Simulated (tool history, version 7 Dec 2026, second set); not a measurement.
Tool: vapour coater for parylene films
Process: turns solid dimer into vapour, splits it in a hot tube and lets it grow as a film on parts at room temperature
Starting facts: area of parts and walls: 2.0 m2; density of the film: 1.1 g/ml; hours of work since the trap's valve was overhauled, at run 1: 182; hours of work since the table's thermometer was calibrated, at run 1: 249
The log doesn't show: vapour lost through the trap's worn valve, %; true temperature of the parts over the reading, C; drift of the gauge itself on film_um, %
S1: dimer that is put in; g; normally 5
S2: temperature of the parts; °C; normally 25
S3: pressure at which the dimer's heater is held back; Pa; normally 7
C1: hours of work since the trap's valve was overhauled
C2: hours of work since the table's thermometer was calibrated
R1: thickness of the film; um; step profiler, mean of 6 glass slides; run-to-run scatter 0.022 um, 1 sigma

{"run": 1, "day": 0.0, "S1": 5, "S2": 25, "S3": 7, "C1": 182, "C2": 249, "R1": 1.12}
{"run": 2, "day": 1.062, "S1": 5, "S2": 25, "S3": 7, "C1": 199, "C2": 267, "R1": 1.16}
{"run": 3, "day": 2.246, "S1": 5, "S2": 25, "S3": 7, "C1": 219, "C2": 287, "R1": 1.15}
{"run": 4, "day": 4.279, "S1": 5, "S2": 25, "S3": 7, "C1": 254, "C2": 321, "R1": 1.15}
{"run": 5, "day": 5.704, "S1": 5, "S2": 25, "S3": 7, "C1": 278, "C2": 345, "R1": 1.15}
{"run": 6, "day": 8.071, "S1": 5, "S2": 25, "S3": 7, "C1": 318, "C2": 385, "R1": 1.13}
{"day": 8.871, "done": "trap's valve overhauled"}
{"run": 7, "day": 10.038, "S1": 5, "S2": 25, "S3": 7, "C1": 20, "C2": 415, "R1": 1.14}
{"run": 8, "day": 11.1, "S1": 5, "S2": 25, "S3": 7, "C1": 38, "C2": 433, "R1": 1.11}
{"run": 9, "day": 12.5, "S1": 5, "S2": 25, "S3": 7, "C1": 61, "C2": 457, "R1": 1.14}
{"run": 10, "day": 14.529, "S1": 5, "S2": 25, "S3": 7, "C1": 96, "C2": 491, "R1": 1.14}
{"run": 11, "day": 16.342, "S1": 5, "S2": 25, "S3": 7, "C1": 126, "C2": 522, "R1": 1.15}
{"run": 12, "day": 18.604, "S1": 5, "S2": 25, "S3": 10.72, "C1": 164, "C2": 560, "R1": 1.07}
{"run": 13, "day": 20.858, "S1": 5, "S2": 25, "S3": 10.72, "C1": 202, "C2": 598, "R1": 1.03}
{"run": 14, "day": 23.292, "S1": 5, "S2": 25, "S3": 10.72, "C1": 244, "C2": 639, "R1": 1.04}
{"run": 15, "day": 24.6, "S1": 5, "S2": 25, "S3": 7, "C1": 266, "C2": 661, "R1": 1.15}
{"run": 16, "day": 26.688, "S1": 5, "S2": 25, "S3": 7, "C1": 301, "C2": 697, "R1": 1.15}
{"run": 17, "day": 27.983, "S1": 2, "S2": 25, "S3": 7, "C1": 323, "C2": 718, "R1": 0.48}
{"day": 28.55, "done": "trap's valve overhauled"}
{"run": 18, "day": 30.625, "S1": 2, "S2": 25, "S3": 7, "C1": 35, "C2": 760, "R1": 0.46}
{"run": 19, "day": 31.904, "S1": 5, "S2": 35, "S3": 7, "C1": 57, "C2": 782, "R1": 0.98}
{"run": 20, "day": 33.546, "S1": 5, "S2": 35, "S3": 7, "C1": 84, "C2": 810, "R1": 0.92}
{"run": 21, "day": 35.262, "S1": 5, "S2": 35, "S3": 7, "C1": 113, "C2": 839, "R1": 0.94}
{"run": 22, "day": 37.329, "S1": 3, "S2": 28, "S3": 4.59, "C1": 148, "C2": 873, "R1": 0.74}
{"run": 23, "day": 39.683, "S1": 3, "S2": 22, "S3": 3.92, "C1": 188, "C2": 913, "R1": 0.79}
{"run": 24, "day": 42.112, "S1": 3, "S2": 22, "S3": 3.92, "C1": 229, "C2": 954, "R1": 0.84}
{"run": 25, "day": 43.192, "S1": 8, "S2": 33, "S3": 6.88, "C1": 247, "C2": 972, "R1": 1.54}
{"run": 26, "day": 45.617, "S1": 5, "S2": 25, "S3": 11.11, "C1": 288, "C2": 1013, "R1": 1.08}
{"run": 27, "day": 47.362, "S1": 5, "S2": 28, "S3": 3.85, "C1": 318, "C2": 1043, "R1": 1.18}
{"day": 48.208, "done": "trap's valve overhauled"}
{"run": 28, "day": 49.917, "S1": 5, "S2": 28, "S3": 8.57, "C1": 29, "C2": 1083, "R1": 1.05}
{"run": 29, "day": 51.483, "S1": 2, "S2": 34, "S3": 6.77, "C1": 55, "C2": 1110, "R1": 0.41}
{"run": 30, "day": 52.712, "S1": 2, "S2": 34, "S3": 6.77, "C1": 76, "C2": 1130, "R1": 0.37}
{"run": 31, "day": 54.625, "S1": 3, "S2": 25, "S3": 2.4, "C1": 108, "C2": 1163, "R1": 0.86}
{"run": 32, "day": 57.188, "S1": 3, "S2": 25, "S3": 7, "C1": 152, "C2": 1206, "R1": 0.68}
{"run": 33, "day": 59.404, "S1": 4, "S2": 22, "S3": 10.65, "C1": 189, "C2": 1243, "R1": 0.89}
{"run": 34, "day": 61.017, "S1": 4, "S2": 22, "S3": 10.65, "C1": 216, "C2": 1271, "R1": 0.87}
{"run": 35, "day": 62.238, "S1": 3, "S2": 31, "S3": 5.27, "C1": 237, "C2": 1291, "R1": 0.62}
{"run": 36, "day": 63.854, "S1": 3, "S2": 31, "S3": 5.27, "C1": 264, "C2": 1318, "R1": 0.64}
{"run": 37, "day": 66.158, "S1": 9, "S2": 29, "S3": 2.53, "C1": 303, "C2": 1357, "R1": 2.31}

Alternative continuations, all from the tool just after run 37; predict every row:
{"day": 67.892, "done": "trap's valve overhauled"}
{"run": "A", "day": 68.638, "S1": 3, "S2": 31, "S3": 11.17, "C1": 13, "C2": 1396, "R1": "?"}
{"day": 67.892, "done": "trap's valve overhauled"}
{"run": "B", "day": 68.638, "S1": 9, "S2": 18, "S3": 2.53, "C1": 13, "C2": 1396, "R1": "?"}
{"day": 67.892, "done": "trap's valve overhauled"}
{"run": "C", "day": 68.638, "S1": 2, "S2": 25, "S3": 8.17, "C1": 13, "C2": 1396, "R1": "?"}
{"day": 67.892, "done": "trap's valve overhauled"}
{"run": "D", "day": 68.638, "S1": 5, "S2": 25, "S3": 7, "C1": 13, "C2": 1396, "R1": "?"}
{"day": 67.892, "done": "trap's valve overhauled"}
{"run": "E", "day": 68.638, "S1": 5, "S2": 25, "S3": 7, "C1": 13, "C2": 1396, "R1": "?"}

run=A R1=0.58
run=B R1=2.91
run=C R1=0.44
run=D R1=1.15
run=E R1=1.18
The same runs, with their run-to-run variation unchanged, on a tool lacking any hidden condition would have given:
run=A R1=0.58
run=B R1=2.92
run=C R1=0.44
run=D R1=1.15
run=E R1=1.18
